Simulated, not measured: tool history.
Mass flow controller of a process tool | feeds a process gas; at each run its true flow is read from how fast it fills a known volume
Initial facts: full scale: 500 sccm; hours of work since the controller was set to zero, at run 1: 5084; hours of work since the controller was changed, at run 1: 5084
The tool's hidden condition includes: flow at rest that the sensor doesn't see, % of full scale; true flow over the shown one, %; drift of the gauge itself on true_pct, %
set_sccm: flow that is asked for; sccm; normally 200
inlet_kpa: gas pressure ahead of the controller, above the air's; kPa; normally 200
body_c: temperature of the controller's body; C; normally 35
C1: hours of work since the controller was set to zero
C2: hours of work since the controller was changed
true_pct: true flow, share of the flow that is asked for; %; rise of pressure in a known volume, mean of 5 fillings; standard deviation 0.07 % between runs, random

{"run": 1, "hour": 0.0, "set_sccm": 200, "inlet_kpa": 200, "body_c": 35, "C1": 5084, "C2": 5084, "true_pct": 97.83}
{"run": 2, "hour": 286.6, "set_sccm": 200, "inlet_kpa": 200, "body_c": 35, "C1": 5208, "C2": 5208, "true_pct": 97.9}
{"run": 3, "hour": 590.3, "set_sccm": 200, "inlet_kpa": 200, "body_c": 35, "C1": 5339, "C2": 5339, "true_pct": 97.86}
{"run": 4, "hour": 1033.2, "set_sccm": 200, "inlet_kpa": 200, "body_c": 35, "C1": 5530, "C2": 5530, "true_pct": 97.8}
{"run": 5, "hour": 1306.1, "set_sccm": 200, "inlet_kpa": 200, "body_c": 35, "C1": 5647, "C2": 5647, "true_pct": 97.89}
{"run": 6, "hour": 1783.2, "set_sccm": 97, "inlet_kpa": 200, "body_c": 35, "C1": 5853, "C2": 5853, "true_pct": 97.35}
{"run": 7, "hour": 2186.4, "set_sccm": 97, "inlet_kpa": 200, "body_c": 35, "C1": 6027, "C2": 6027, "true_pct": 97.26}
{"hour": 2458.5, "done": "controller's zero set anew"}
{"run": 8, "hour": 2532.4, "set_sccm": 97, "inlet_kpa": 200, "body_c": 35, "C1": 32, "C2": 6175, "true_pct": 97.3}
{"run": 9, "hour": 3055.3, "set_sccm": 97, "inlet_kpa": 200, "body_c": 35, "C1": 257, "C2": 6401, "true_pct": 97.38}
{"run": 10, "hour": 3360.1, "set_sccm": 200, "inlet_kpa": 200, "body_c": 29, "C1": 389, "C2": 6532, "true_pct": 98.19}
{"run": 11, "hour": 3583.5, "set_sccm": 200, "inlet_kpa": 200, "body_c": 29, "C1": 485, "C2": 6628, "true_pct": 98.07}
{"run": 12, "hour": 3900.2, "set_sccm": 67, "inlet_kpa": 200, "body_c": 29, "C1": 621, "C2": 6765, "true_pct": 97.4}
{"run": 13, "hour": 4139.4, "set_sccm": 67, "inlet_kpa": 200, "body_c": 29, "C1": 724, "C2": 6868, "true_pct": 97.49}
{"run": 14, "hour": 4677.2, "set_sccm": 54, "inlet_kpa": 200, "body_c": 23, "C1": 956, "C2": 7100, "true_pct": 97.62}
{"run": 15, "hour": 5183.6, "set_sccm": 200, "inlet_kpa": 257, "body_c": 23, "C1": 1174, "C2": 7318, "true_pct": 98.6}
{"run": 16, "hour": 5657.5, "set_sccm": 412, "inlet_kpa": 257, "body_c": 23, "C1": 1379, "C2": 7522, "true_pct": 99.72}
{"run": 17, "hour": 6113.9, "set_sccm": 105, "inlet_kpa": 143, "body_c": 23, "C1": 1575, "C2": 7719, "true_pct": 97.85}
{"run": 18, "hour": 6405.4, "set_sccm": 269, "inlet_kpa": 200, "body_c": 27, "C1": 1701, "C2": 7844, "true_pct": 98.5}
{"run": 19, "hour": 6825.5, "set_sccm": 269, "inlet_kpa": 200, "body_c": 27, "C1": 1882, "C2": 8025, "true_pct": 98.67}
{"run": 20, "hour": 7256.7, "set_sccm": 269, "inlet_kpa": 200, "body_c": 27, "C1": 2068, "C2": 8211, "true_pct": 98.48}

Consider 3 possible next runs. They are alternatives, not a sequence: every one starts from the tool as it was left by run 20. What does each give?
{"run": "A", "hour": 7511.0, "set_sccm": 200, "inlet_kpa": 200, "body_c": 25, "C1": 2177, "C2": 8321, "true_pct": "?"}
{"run": "B", "hour": 7511.0, "set_sccm": 51, "inlet_kpa": 159, "body_c": 30, "C1": 2177, "C2": 8321, "true_pct": "?"}
{"run": "C", "hour": 7511.0, "set_sccm": 146, "inlet_kpa": 263, "body_c": 35, "C1": 2177, "C2": 8321, "true_pct": "?"}

run=A true_pct=98.31
run=B true_pct=97.17
run=C true_pct=97.58
Stripped of hidden state, with their random variation kept, the same runs would have yielded:
run=A true_pct=98.3
run=B true_pct=97.14
run=C true_pct=97.56
